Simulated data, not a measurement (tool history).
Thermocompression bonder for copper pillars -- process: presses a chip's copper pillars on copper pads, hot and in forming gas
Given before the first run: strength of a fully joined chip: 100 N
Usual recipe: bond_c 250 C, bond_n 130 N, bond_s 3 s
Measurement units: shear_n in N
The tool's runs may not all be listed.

run,hour,bond_c,bond_n,bond_s,shear_n
1,0,250,130,3,61.1
# hour 9.8: forming gas filter changed
2,46.6,250,130,3,67.7
# hour 82.6: force cell calibrated
3,108.8,250,122,3,63
4,171.7,250,122,3,60.7
# hour 244.7: forming gas filter changed
5,246.1,250,122,3,66.7
6,289.1,234,122,3,52.5
7,363.8,234,183,6,73.4
8,465.2,234,183,6,69.6
# hour 484.2: forming gas filter changed
9,525,234,183,6,78.6
10,601.6,246,137,7,78.6
11,663.1,250,164,5,79
# hour 677.5: heater calibrated with a thermocouple chip
# hour 719.6: forming gas filter changed
12,719.6,250,164,5,80.3

A few steps of shear_n between consecutive runs. Split each: what settings, incoming material and random variation would produce without the hidden state, and what is left over for the hidden state, along with gauge scatter present in only one of the two compared results (measured, and without hidden state):
The hidden state here: true temperature of the bond over the reading, C; force that reaches the chip, % of what is set; oxide that the forming gas leaves, % of the face; drift of the gauge itself on shear_n, %.
Run 6 -> 7: bond_n 122 -> 183, bond_s 3 -> 6. shear_n +20.9 N: hidden state -3.1, all else +24.
Run 8 -> 9: forming gas filter changed. shear_n +9 N: hidden state +8.1, all else +0.9.

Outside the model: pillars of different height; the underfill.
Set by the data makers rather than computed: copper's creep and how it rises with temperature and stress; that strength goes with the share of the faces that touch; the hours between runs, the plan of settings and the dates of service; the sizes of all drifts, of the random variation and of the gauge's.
